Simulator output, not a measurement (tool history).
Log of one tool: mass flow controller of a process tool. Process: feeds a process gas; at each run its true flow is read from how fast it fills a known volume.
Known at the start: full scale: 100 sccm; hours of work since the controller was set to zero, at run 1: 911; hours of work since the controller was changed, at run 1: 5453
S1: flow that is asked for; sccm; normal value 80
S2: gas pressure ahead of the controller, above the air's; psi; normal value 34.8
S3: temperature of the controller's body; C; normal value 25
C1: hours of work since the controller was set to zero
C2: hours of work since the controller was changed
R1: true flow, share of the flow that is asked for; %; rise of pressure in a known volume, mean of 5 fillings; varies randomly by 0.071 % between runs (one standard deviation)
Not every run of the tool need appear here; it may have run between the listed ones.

run 1 hour=0.0 | S1=80 S2=34.8 S3=25 | C1=911 C2=5453 | R1=97.76
run 2 hour=180.4 | S1=80 S2=34.8 S3=25 | C1=988 C2=5530 | R1=97.76
run 3 hour=425.9 | S1=80 S2=34.8 S3=25 | C1=1093 C2=5635 | R1=97.77
run 4 hour=782.1 | S1=80 S2=34.8 S3=25 | C1=1245 C2=5787 | R1=97.82
run 5 hour=1086.9 | S1=80 S2=35.5 S3=25 | C1=1376 C2=5917 | R1=97.63
run 6 hour=1283.8 | S1=36 S2=35.5 S3=25 | C1=1460 C2=6001 | R1=96.89
run 7 hour=1474.4 | S1=36 S2=35.5 S3=25 | C1=1541 C2=6083 | R1=96.77
run 8 hour=1687.3 | S1=36 S2=35.5 S3=25 | C1=1632 C2=6174 | R1=96.96
run 9 hour=1994.7 | S1=55 S2=35.5 S3=36 | C1=1763 C2=6305 | R1=97.61
run 10 hour=2217.8 | S1=32 S2=23.4 S3=30 | C1=1859 C2=6400 | R1=97.03
run 11 hour=2434.6 | S1=32 S2=23.4 S3=30 | C1=1951 C2=6493 | R1=97.07
run 12 hour=2813.4 | S1=70 S2=23.8 S3=32 | C1=2113 C2=6655 | R1=97.69
run 13 hour=3186.0 | S1=14 S2=34.8 S3=22 | C1=2272 C2=6814 | R1=94.58
run 14 hour=3470.7 | S1=43 S2=24.1 S3=34 | C1=2394 C2=6935 | R1=96.99
run 15 hour=3794.4 | S1=43 S2=24.1 S3=34 | C1=2532 C2=7074 | R1=96.96
run 16 hour=4175.0 | S1=76 S2=34.8 S3=25 | C1=2695 C2=7236 | R1=96.97

Consider 3 possible next runs. They are alternatives, not a sequence: every one starts from the tool as it was left by run 16. What does each give?
run A hour=4514.2 | S1=15 S2=34.8 S3=28 | C1=2840 C2=7381 | R1=?
run B hour=4514.2 | S1=14 S2=24.1 S3=25 | C1=2840 C2=7381 | R1=?
run C hour=4514.2 | S1=29 S2=36.1 S3=25 | C1=2840 C2=7381 | R1=?

run=A R1=94.12
run=B R1=94.13
run=C R1=95.49
Stripped of hidden state, with their random variation kept, the same runs would have yielded:
run=A R1=99.42
run=B R1=99.64
run=C R1=99.32
